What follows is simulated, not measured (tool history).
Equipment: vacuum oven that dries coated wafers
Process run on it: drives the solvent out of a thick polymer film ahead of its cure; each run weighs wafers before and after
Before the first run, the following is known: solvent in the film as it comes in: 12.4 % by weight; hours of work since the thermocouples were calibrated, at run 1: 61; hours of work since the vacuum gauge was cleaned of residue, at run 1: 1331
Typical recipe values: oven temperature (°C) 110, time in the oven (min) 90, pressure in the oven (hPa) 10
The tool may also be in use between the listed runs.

run     day  oven temperature (°C)  time in the oven (min)  pressure in the oven (hPa)  hours of work since the thermocouples were calibrated  hours of work since the vacuum gauge was cleaned of residue  solvent left in the film (%)
  1       0                    110                      90                          10                                                     61                                                         1331                         1.018
      0.675  -- vacuum gauge cleaned of residue and calibrated
  2   1.888                    110                      90                          10                                                     95                                                           23                         0.873
  3    3.15                    110                      56                          10                                                    118                                                           46                         2.013
  4   4.708                    110                      56                          10                                                    147                                                           75                         1.987
  5   6.117                    112                      56                          10                                                    174                                                          102                         1.591
  6   7.333                    102                      90                          10                                                    196                                                          124                         2.322
  7   9.221                    102                      90                          10                                                    231                                                          159                         2.305
  8  10.942                    110                     101                          10                                                    264                                                          192                         0.701
  9  12.192                    110                      90                          10                                                    287                                                          215                         0.866
 10  13.604                    110                      90                          10                                                    313                                                          241                         0.861
 11  15.204                    110                      90                          10                                                    343                                                          271                         0.876
 12  16.775                    110                      90                          10                                                    372                                                          300                          0.89
 13  17.921                    115                      90                        18.1                                                    394                                                          322                         0.629
 14  19.475                    113                      55                        15.7                                                    423                                                          351                         1.554
 15  21.292                    113                      55                        15.7                                                    457                                                          385                         1.573
 16  22.371                    113                      55                        15.7                                                    477                                                          405                         1.561
     22.533  -- oven's thermocouples calibrated
 17  23.442                    113                      55                        15.7                                                     17                                                          423                         1.555

Run 18, settings as shown, results not yet in. Your forecast:
 18  25.383                    110                      48                        15.7                                                     53                                                          459                             ?

Run 18 came out at solvent left in the film (%) 2.563.
Were there no unlogged condition in the tool, this run, its random variation unchanged, would have produced solvent left in the film (%) 2.564.
